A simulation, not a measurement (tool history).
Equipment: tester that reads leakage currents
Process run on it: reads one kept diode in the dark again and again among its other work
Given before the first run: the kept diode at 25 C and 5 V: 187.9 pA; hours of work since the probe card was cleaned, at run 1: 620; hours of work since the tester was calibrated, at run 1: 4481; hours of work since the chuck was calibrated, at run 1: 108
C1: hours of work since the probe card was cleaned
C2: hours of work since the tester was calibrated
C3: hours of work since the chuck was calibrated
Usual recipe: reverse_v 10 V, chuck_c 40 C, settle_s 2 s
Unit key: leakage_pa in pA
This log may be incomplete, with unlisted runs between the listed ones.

Run 1, hour 0: usual settings; C1 620; C2 4481; C3 108. Result: leakage_pa 972.65 pA.
Run 2, hour 176.1: usual settings but settle_s 0.34 s; C1 738; C2 4598; C3 225. Result: leakage_pa 968.62 pA.
At hour 377.9: tester calibrated.
Run 3, hour 458.9: usual settings but settle_s 0.34 s; C1 925; C2 54; C3 412. Result: leakage_pa 961.86 pA.
Run 4, hour 688.1: usual settings but settle_s 3.18 s; C1 1078; C2 207; C3 565. Result: leakage_pa 936.22 pA.
At hour 738.6: probe card cleaned and baked.
Run 5, hour 967.2: usual settings but reverse_v 5.4 V; C1 152; C2 391; C3 749. Result: leakage_pa 682.07 pA.
Run 6, hour 1132.8: usual settings but reverse_v 10.9 V; C1 263; C2 501; C3 859. Result: leakage_pa 922.91 pA.
Run 7, hour 1310: usual settings; C1 381; C2 619; C3 977. Result: leakage_pa 878.34 pA.
Run 8, hour 1512.9: usual settings but settle_s 0.67 s; C1 516; C2 754; C3 1113. Result: leakage_pa 865.56 pA.
Run 9, hour 1748.3: usual settings but settle_s 0.67 s; C1 673; C2 911; C3 1269. Result: leakage_pa 851.51 pA.
Run 10, hour 1906.8: usual settings but settle_s 0.67 s; C1 778; C2 1017; C3 1375. Result: leakage_pa 838.82 pA.
At hour 2049.7: chuck's temperature calibrated.
Run 11, hour 2049.7: usual settings but chuck_c 36 C, settle_s 0.67 s; C1 872; C2 1111; C3 0. Result: leakage_pa 720.28 pA.
Run 12, hour 2170.9: usual settings but chuck_c 36 C, settle_s 0.67 s; C1 953; C2 1191; C3 81. Result: leakage_pa 708.5 pA.
Run 13, hour 2309.8: usual settings but chuck_c 36 C, settle_s 0.67 s; C1 1046; C2 1284; C3 173. Result: leakage_pa 704.89 pA.
At hour 2400.5: probe card cleaned and baked.
Run 14, hour 2560.5: usual settings but chuck_c 36 C, settle_s 0.67 s; C1 107; C2 1449; C3 338. Result: leakage_pa 679.78 pA.
Run 15, hour 2804.7: usual settings but settle_s 0.92 s; C1 269; C2 1612; C3 501. Result: leakage_pa 943.08 pA.
Run 16, hour 2956.5: usual settings but settle_s 0.92 s; C1 371; C2 1713; C3 602. Result: leakage_pa 923.33 pA.
Run 17, hour 3234.2: usual settings but settle_s 0.92 s; C1 556; C2 1898; C3 787. Result: leakage_pa 910.71 pA.
Run 18, hour 3479.8: usual settings; C1 719; C2 2062; C3 951. Result: leakage_pa 885.83 pA.
Run 19, hour 3594.5: usual settings but chuck_c 37 C, settle_s 6.67 s; C1 796; C2 2138; C3 1027. Result: leakage_pa 679.07 pA.
Run 20, hour 3711.2: usual settings but reverse_v 15.6 V, settle_s 2.27 s; C1 873; C2 2216; C3 1105. Result: leakage_pa 1067.68 pA.
Run 21, hour 3927.6: usual settings but reverse_v 15.6 V, settle_s 2.27 s; C1 1018; C2 2360; C3 1249. Result: leakage_pa 1053.37 pA.
At hour 4059.6: probe card cleaned and baked.
Run 22, hour 4104.9: usual settings but reverse_v 15.6 V, settle_s 2.27 s; C1 30; C2 2476; C3 1365. Result: leakage_pa 1016.33 pA.
At hour 4259.4: chuck's temperature calibrated.
Run 23, hour 4289.3: usual settings but reverse_v 7.6 V, chuck_c 46 C; C1 152; C2 2598; C3 20. Result: leakage_pa 1453.65 pA.
Run 24, hour 4564.5: usual settings but reverse_v 7.6 V, chuck_c 46 C; C1 335; C2 2781; C3 203. Result: leakage_pa 1411.66 pA.
Run 25, hour 4730.5: usual settings but reverse_v 7.6 V, chuck_c 46 C; C1 446; C2 2892; C3 314. Result: leakage_pa 1388.03 pA.
Run 26, hour 4903.3: usual settings but reverse_v 7.6 V, chuck_c 47 C, settle_s 0.51 s; C1 561; C2 3007; C3 429. Result: leakage_pa 1505.95 pA.
Run 27, hour 5053.5: usual settings but settle_s 0.54 s; C1 661; C2 3107; C3 529. Result: leakage_pa 934.54 pA.
Run 28, hour 5324: usual settings but reverse_v 3.9 V, chuck_c 32 C, settle_s 1.7 s; C1 841; C2 3287; C3 709. Result: leakage_pa 291.23 pA.
Run 29, hour 5440.5: usual settings but reverse_v 11.6 V, chuck_c 32 C, settle_s 2.64 s; C1 919; C2 3365; C3 787. Result: leakage_pa 476.43 pA.
Run 30, hour 5618.7: usual settings but reverse_v 11.6 V, chuck_c 32 C, settle_s 2.64 s; C1 1038; C2 3484; C3 906. Result: leakage_pa 472.77 pA.
At hour 5727.9: probe card cleaned and baked.
Run 31, hour 5749.2: usual settings but reverse_v 1.3 V, chuck_c 30 C, settle_s 7.04 s; C1 14; C2 3569; C3 991. Result: leakage_pa 139.02 pA.
Run 32, hour 5910.1: usual settings but reverse_v 11.5 V, chuck_c 44 C, settle_s 3.18 s; C1 121; C2 3676; C3 1098. Result: leakage_pa 1281.08 pA.
Run 33, hour 6116: usual settings but reverse_v 11.5 V, chuck_c 44 C, settle_s 3.18 s; C1 259; C2 3813; C3 1235. Result: leakage_pa 1264.01 pA.
Run 34, hour 6291.4: usual settings but reverse_v 1.8 V, chuck_c 56 C, settle_s 5.73 s; C1 376; C2 3930; C3 1352. Result: leakage_pa 1420.94 pA.
At hour 6477.3: chuck's temperature calibrated.
Run 35, hour 6560.5: usual settings but reverse_v 9.7 V, settle_s 1.8 s; C1 554; C2 4108; C3 55. Result: leakage_pa 976.01 pA.
Run 36, hour 6684.6: usual settings but reverse_v 9.7 V, settle_s 1.8 s; C1 636; C2 4190; C3 138. Result: leakage_pa 966.12 pA.

Below are 5 alternative next runs, each starting from the tool's condition after run 36. Predict each:
Run A, hour 6799.7: usual settings but settle_s 8.84 s; C1 713; C2 4267; C3 215. Result: leakage_pa ?.
Run B, hour 6799.7: usual settings but reverse_v 3.1 V, settle_s 6.47 s; C1 713; C2 4267; C3 215. Result: leakage_pa ?.
Run C, hour 6799.7: usual settings but reverse_v 18.1 V, chuck_c 31 C, settle_s 0.99 s; C1 713; C2 4267; C3 215. Result: leakage_pa ?.
Run D, hour 6799.7: usual settings but reverse_v 7.4 V; C1 713; C2 4267; C3 215. Result: leakage_pa ?.
Run E, hour 6799.7: usual settings but reverse_v 12.1 V; C1 713; C2 4267; C3 215. Result: leakage_pa ?.

run  leakage_pa
  A      970.55
  B      566.16
  C      585.57
  D      844.03
  E     1061.27
Stripped of hidden state, with their random variation kept, the same runs would have yielded:
run  leakage_pa
  A     1003.72
  B      587.21
  C       598.6
  D      873.67
  E     1096.77
